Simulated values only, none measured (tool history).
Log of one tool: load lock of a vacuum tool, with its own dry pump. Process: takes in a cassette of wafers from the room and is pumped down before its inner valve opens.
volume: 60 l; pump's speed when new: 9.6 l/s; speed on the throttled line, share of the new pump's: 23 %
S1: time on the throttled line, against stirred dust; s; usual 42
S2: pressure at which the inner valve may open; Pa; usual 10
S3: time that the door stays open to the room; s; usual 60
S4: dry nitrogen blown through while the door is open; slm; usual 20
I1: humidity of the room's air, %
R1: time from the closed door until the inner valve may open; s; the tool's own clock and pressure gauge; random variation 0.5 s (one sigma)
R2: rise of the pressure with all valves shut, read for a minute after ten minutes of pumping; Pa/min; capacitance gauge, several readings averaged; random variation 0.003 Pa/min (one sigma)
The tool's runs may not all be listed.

run    hour  S1  S2   S3  S4    I1     R1     R2
  1       0  42  10   60  20  45.2   91.5  0.064
  2   187.5  42  10   60  20  39.3   91.7  0.069
  3   286.1  42  10   60  20  45.3   91.1  0.077
  4   400.1  42  10   60  20  44.9   90.8  0.075
  5   557.6  42  10   60  20  44.8   90.1  0.073
  6   764.6  42  10   60  20  46.3   91.1  0.076
  7   917.2  42  10   60  20  44.2   90.8  0.079
  8  1108.2  42  10   60  20  43.3     91  0.079
  9  1316.5  42  10   60  20  44.5   92.2  0.091
 10  1496.7  42  10   60  20  43.7   91.4  0.092
 11    1663  42  10   60  11  45.8   91.9  0.102
 12    1773  58  10   60  20  47.1  103.5  0.099
 13  1946.7  58  10   60  20  43.6  103.6  0.097
 14  2053.3  42  10   60  31  42.9   91.8  0.095
 15    2177  42  10   60  31  45.3   92.4  0.099
 16  2273.2  42  19   60  16  47.2   87.2  0.114
 17  2461.7  42  10   60  20  42.9   90.6  0.106
 18  2640.7  42  10   60  20  46.6   91.8   0.11
 19  2805.7  38  10  187  20  46.8   88.1  0.154
 20  3033.3  42  13   60  20  44.6   90.3  0.124
 21  3238.8  42   8   60  17  47.1   93.6  0.132
 22  3401.7  42  10   60   7  48.1   91.3  0.149
 23  3552.4  42  10   75  12  45.4   92.7  0.152
 24  3704.7  42   7   60   6  43.1   95.5   0.15
 25  3806.6  42   7   60   6  44.3   94.2   0.16
 26  3992.6  30  12   50   9  46.5   81.1  0.155
 27  4163.3  30  12   50   9    42   81.7  0.154
 28  4351.7  51  16   69  12  45.3   95.8  0.169
 29    4478  51  16   69  12  43.1   94.8  0.176
 30  4665.3  27  17   77   5  45.7   77.6  0.181

Some steps in R1 between neighbouring runs. How much of each would the tool show without its hidden state too (settings, what came in, random variation), and how much is left for the hidden state, with any gauge scatter that isn't in both results?
The hidden state here: pump's speed, % of a new pump's; leak at the door's seal, Pa l/s; drift of the gauge itself on ready_s, %; drift of the gauge itself on rise_pa_min, %.
Run 8 -> 9: no setting changed, nothing entered. R1 +1.2 s: hidden state +0.2, all else +1.
Run 21 -> 22: S2 8 -> 10, S4 17 -> 7. R1 -2.3 s: hidden state +0.2, all else -2.5.
Run 25 -> 26: S1 42 -> 30, S2 7 -> 12, S3 60 -> 50, S4 6 -> 9. R1 -13.1 s: hidden state +0.1, all else -13.2.
Run 27 -> 28: S1 30 -> 51, S2 12 -> 16, S3 50 -> 69, S4 9 -> 12. R1 +14.1 s: hidden state -0.2, all else +14.3.
Run 29 -> 30: S1 51 -> 27, S2 16 -> 17, S3 69 -> 77, S4 12 -> 5. R1 -17.2 s: hidden state +0.2, all else -17.4.
